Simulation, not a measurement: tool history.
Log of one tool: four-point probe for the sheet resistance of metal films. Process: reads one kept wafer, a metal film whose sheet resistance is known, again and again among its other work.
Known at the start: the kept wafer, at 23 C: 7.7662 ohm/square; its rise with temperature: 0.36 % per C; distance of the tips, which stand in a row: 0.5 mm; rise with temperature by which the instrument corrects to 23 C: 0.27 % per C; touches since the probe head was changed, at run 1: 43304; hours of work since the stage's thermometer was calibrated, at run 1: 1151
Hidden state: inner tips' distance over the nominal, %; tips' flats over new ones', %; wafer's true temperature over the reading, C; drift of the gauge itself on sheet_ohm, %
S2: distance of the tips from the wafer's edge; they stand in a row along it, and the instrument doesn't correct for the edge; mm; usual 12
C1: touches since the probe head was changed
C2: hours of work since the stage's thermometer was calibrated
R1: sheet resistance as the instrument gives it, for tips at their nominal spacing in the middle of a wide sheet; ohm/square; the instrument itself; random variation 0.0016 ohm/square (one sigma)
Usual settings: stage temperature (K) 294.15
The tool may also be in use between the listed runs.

{"run": 1, "day": 0.0, "stage temperature (K)": 294.15, "S2": 12, "C1": 43304, "C2": 1151, "R1": 7.753619}
{"run": 2, "day": 2.288, "stage temperature (K)": 294.15, "S2": 12, "C1": 44635, "C2": 1194, "R1": 7.754546}
{"run": 3, "day": 6.871, "stage temperature (K)": 294.15, "S2": 12, "C1": 47299, "C2": 1280, "R1": 7.755009}
{"run": 4, "day": 10.742, "stage temperature (K)": 294.15, "S2": 12, "C1": 49552, "C2": 1353, "R1": 7.754494}
{"run": 5, "day": 15.504, "stage temperature (K)": 294.15, "S2": 12, "C1": 52321, "C2": 1442, "R1": 7.752032}
{"run": 6, "day": 17.879, "stage temperature (K)": 294.15, "S2": 5, "C1": 53703, "C2": 1487, "R1": 7.787997}
{"run": 7, "day": 21.517, "stage temperature (K)": 294.15, "S2": 5, "C1": 55820, "C2": 1555, "R1": 7.788772}
{"run": 8, "day": 25.158, "stage temperature (K)": 294.15, "S2": 54, "C1": 57937, "C2": 1624, "R1": 7.743738}
{"run": 9, "day": 29.796, "stage temperature (K)": 294.15, "S2": 54, "C1": 60636, "C2": 1711, "R1": 7.744651}
{"run": 10, "day": 34.929, "stage temperature (K)": 294.15, "S2": 12, "C1": 63619, "C2": 1807, "R1": 7.751548}
{"run": 11, "day": 38.583, "stage temperature (K)": 294.15, "S2": 12, "C1": 65746, "C2": 1876, "R1": 7.746235}
{"run": 12, "day": 41.5, "stage temperature (K)": 294.15, "S2": 12, "C1": 67442, "C2": 1931, "R1": 7.749674}
{"run": 13, "day": 44.162, "stage temperature (K)": 298.15, "S2": 12, "C1": 68992, "C2": 1981, "R1": 7.774061}
{"run": 14, "day": 48.925, "stage temperature (K)": 298.15, "S2": 6, "C1": 71762, "C2": 2071, "R1": 7.796395}
{"day": 52.767, "done": "stage's thermometer calibrated"}
{"run": 15, "day": 53.9, "stage temperature (K)": 294.15, "S2": 12, "C1": 74643, "C2": 21, "R1": 7.734448}
{"run": 16, "day": 56.271, "stage temperature (K)": 294.15, "S2": 40, "C1": 76022, "C2": 66, "R1": 7.728847}
{"run": 17, "day": 60.096, "stage temperature (K)": 294.15, "S2": 40, "C1": 78247, "C2": 138, "R1": 7.727375}
{"run": 18, "day": 63.1, "stage temperature (K)": 294.15, "S2": 40, "C1": 79994, "C2": 194, "R1": 7.724258}
{"run": 19, "day": 67.7, "stage temperature (K)": 294.15, "S2": 40, "C1": 82669, "C2": 281, "R1": 7.726937}
{"run": 20, "day": 71.296, "stage temperature (K)": 291.15, "S2": 58, "C1": 84761, "C2": 348, "R1": 7.70278}
{"run": 21, "day": 74.762, "stage temperature (K)": 293.15, "S2": 6, "C1": 86777, "C2": 413, "R1": 7.74686}
{"run": 22, "day": 80.292, "stage temperature (K)": 300.15, "S2": 29, "C1": 89993, "C2": 517, "R1": 7.767856}
{"run": 23, "day": 83.742, "stage temperature (K)": 293.15, "S2": 21, "C1": 92000, "C2": 582, "R1": 7.716648}
{"run": 24, "day": 88.721, "stage temperature (K)": 306.15, "S2": 5, "C1": 94895, "C2": 676, "R1": 7.843412}
{"run": 25, "day": 92.683, "stage temperature (K)": 305.15, "S2": 10, "C1": 97202, "C2": 750, "R1": 7.806895}
{"run": 26, "day": 96.525, "stage temperature (K)": 300.15, "S2": 4, "C1": 99434, "C2": 822, "R1": 7.823164}
{"run": 27, "day": 99.917, "stage temperature (K)": 296.15, "S2": 14, "C1": 101407, "C2": 886, "R1": 7.737222}
{"run": 28, "day": 102.696, "stage temperature (K)": 296.15, "S2": 14, "C1": 103024, "C2": 938, "R1": 7.73839}
{"run": 29, "day": 106.404, "stage temperature (K)": 295.15, "S2": 18, "C1": 105182, "C2": 1008, "R1": 7.729642}
{"run": 30, "day": 110.25, "stage temperature (K)": 301.15, "S2": 4, "C1": 107417, "C2": 1080, "R1": 7.829329}
{"run": 31, "day": 113.942, "stage temperature (K)": 301.15, "S2": 4, "C1": 109567, "C2": 1150, "R1": 7.830468}
{"run": 32, "day": 118.242, "stage temperature (K)": 301.15, "S2": 4, "C1": 112068, "C2": 1230, "R1": 7.828882}
{"run": 33, "day": 121.983, "stage temperature (K)": 297.15, "S2": 18, "C1": 114244, "C2": 1301, "R1": 7.737345}
{"run": 34, "day": 125.05, "stage temperature (K)": 291.15, "S2": 9, "C1": 116026, "C2": 1358, "R1": 7.70821}
{"run": 35, "day": 127.95, "stage temperature (K)": 296.15, "S2": 6, "C1": 117713, "C2": 1413, "R1": 7.757358}
{"run": 36, "day": 132.504, "stage temperature (K)": 298.15, "S2": 40, "C1": 120361, "C2": 1498, "R1": 7.742731}

Some steps in R1 between neighbouring runs. How much of each would the tool show without its hidden state too (settings, what came in, random variation), and how much is left for the hidden state, with any gauge scatter that isn't in both results?
Run 14 -> 15: stage temperature (K) 298.15 -> 294.15, S2 6 -> 12, stage's thermometer calibrated. R1 -0.061947 ohm/square: hidden state -0.012933, all else -0.049014.
Run 23 -> 24: stage temperature (K) 293.15 -> 306.15, S2 21 -> 5. R1 +0.126764 ohm/square: hidden state -0.001451, all else +0.128215.
Run 29 -> 30: stage temperature (K) 295.15 -> 301.15, S2 18 -> 4. R1 +0.099687 ohm/square: hidden state -0.001181, all else +0.100868.
Run 32 -> 33: stage temperature (K) 301.15 -> 297.15, S2 4 -> 18. R1 -0.091537 ohm/square: hidden state -0.000147, all else -0.091390.

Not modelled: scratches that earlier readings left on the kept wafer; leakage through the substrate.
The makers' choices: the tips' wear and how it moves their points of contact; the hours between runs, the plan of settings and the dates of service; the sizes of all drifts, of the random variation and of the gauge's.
